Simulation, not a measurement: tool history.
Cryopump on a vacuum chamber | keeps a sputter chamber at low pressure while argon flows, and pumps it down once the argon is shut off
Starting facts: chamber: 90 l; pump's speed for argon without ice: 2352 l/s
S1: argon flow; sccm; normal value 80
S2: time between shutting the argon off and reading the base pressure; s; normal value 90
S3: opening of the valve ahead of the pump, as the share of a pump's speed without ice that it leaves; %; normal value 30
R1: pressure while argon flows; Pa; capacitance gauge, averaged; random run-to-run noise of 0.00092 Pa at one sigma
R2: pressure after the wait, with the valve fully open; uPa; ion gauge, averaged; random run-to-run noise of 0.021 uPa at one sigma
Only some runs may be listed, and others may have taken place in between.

run 1 hour=0.0 | S1=80 S2=90 S3=30 | R1=0.2007 R2=0.43
run 2 hour=26.2 | S1=80 S2=90 S3=30 | R1=0.2036 R2=0.43
run 3 hour=41.9 | S1=80 S2=90 S3=55 | R1=0.1153 R2=0.43
run 4 hour=68.0 | S1=80 S2=90 S3=45 | R1=0.1379 R2=0.41
run 5 hour=80.5 | S1=80 S2=90 S3=45 | R1=0.1384 R2=0.42
run 6 hour=96.6 | S1=80 S2=90 S3=45 | R1=0.1379 R2=0.44
run 7 hour=121.8 | S1=61 S2=90 S3=45 | R1=0.1063 R2=0.48
run 8 hour=145.1 | S1=61 S2=223 S3=30 | R1=0.1554 R2=0.29
run 9 hour=172.3 | S1=61 S2=97 S3=30 | R1=0.1563 R2=0.44
run 10 hour=200.8 | S1=69 S2=97 S3=21 | R1=0.2479 R2=0.46
run 11 hour=227.8 | S1=69 S2=97 S3=21 | R1=0.2469 R2=0.45
run 12 hour=249.7 | S1=53 S2=90 S3=29 | R1=0.1391 R2=0.45
run 13 hour=266.2 | S1=53 S2=90 S3=29 | R1=0.1410 R2=0.49
run 14 hour=282.5 | S1=53 S2=90 S3=29 | R1=0.1395 R2=0.48

What if the next run were any one of these 4? Each begins from the tool's condition after run 14:
run A hour=308.0 | S1=43 S2=217 S3=30 | R1=? R2=?
run B hour=308.0 | S1=42 S2=90 S3=30 | R1=? R2=?
run C hour=308.0 | S1=143 S2=90 S3=21 | R1=? R2=?
run D hour=308.0 | S1=133 S2=179 S3=31 | R1=? R2=?

run=A R1=0.1103 R2=0.32
run=B R1=0.1084 R2=0.54
run=C R1=0.5148 R2=0.47
run=D R1=0.3317 R2=0.39
The same runs, with their run-to-run variation unchanged, on a tool lacking any hidden condition would have given:
run=A R1=0.1025 R2=0.19
run=B R1=0.1007 R2=0.41
run=C R1=0.4890 R2=0.34
run=D R1=0.3077 R2=0.26
